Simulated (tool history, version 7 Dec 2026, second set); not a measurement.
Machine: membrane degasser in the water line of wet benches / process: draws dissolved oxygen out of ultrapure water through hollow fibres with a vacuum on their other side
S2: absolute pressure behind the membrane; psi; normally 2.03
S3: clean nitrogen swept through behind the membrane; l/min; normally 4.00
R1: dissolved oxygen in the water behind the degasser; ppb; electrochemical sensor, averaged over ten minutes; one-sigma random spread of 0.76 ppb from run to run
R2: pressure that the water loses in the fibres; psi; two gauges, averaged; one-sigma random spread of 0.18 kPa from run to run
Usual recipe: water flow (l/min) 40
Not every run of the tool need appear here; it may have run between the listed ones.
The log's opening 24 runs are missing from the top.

run 25 hour=894.1 | water_flow_(l/min)=51 S2=1.78 S3=9.75 | R1=140.5 R2=10.216
run 26 hour=921.2 | water_flow_(l/min)=51 S2=1.77 S3=2.80 | R1=382.5 R2=10.261
run 27 hour=957.6 | water_flow_(l/min)=37 S2=1.42 S3=2.80 | R1=213.5 R2=7.413
run 28 hour=1010.6 | water_flow_(l/min)=37 S2=1.42 S3=2.80 | R1=214.5 R2=7.420
run 29 hour=1058.6 | water_flow_(l/min)=37 S2=1.42 S3=2.80 | R1=214.8 R2=7.438
run 30 hour=1106.7 | water_flow_(l/min)=37 S2=1.42 S3=2.80 | R1=215.0 R2=7.403
run 31 hour=1145.6 | water_flow_(l/min)=35 S2=1.74 S3=10.24 | R1=87.2 R2=7.015
run 32 hour=1185.3 | water_flow_(l/min)=35 S2=1.74 S3=10.24 | R1=87.3 R2=7.053
run 33 hour=1230.8 | water_flow_(l/min)=35 S2=2.57 S3=10.24 | R1=134.7 R2=7.037

Below are 3 alternative next runs, each starting from the tool's condition after run 33. Predict each:
run A hour=1267.8 | water_flow_(l/min)=42 S2=2.44 S3=2.77 | R1=? R2=?
run B hour=1267.8 | water_flow_(l/min)=41 S2=1.51 S3=9.61 | R1=? R2=?
run C hour=1267.8 | water_flow_(l/min)=35 S2=2.13 S3=5.06 | R1=? R2=?

run=A R1=466.9 R2=8.441
run=B R1=93.2 R2=8.205
run=C R1=202.4 R2=7.017
With the hidden condition removed and each run's random variation left untouched, the same runs would have given:
run=A R1=459.4 R2=8.289
run=B R1=89.7 R2=8.055
run=C R1=197.6 R2=6.889
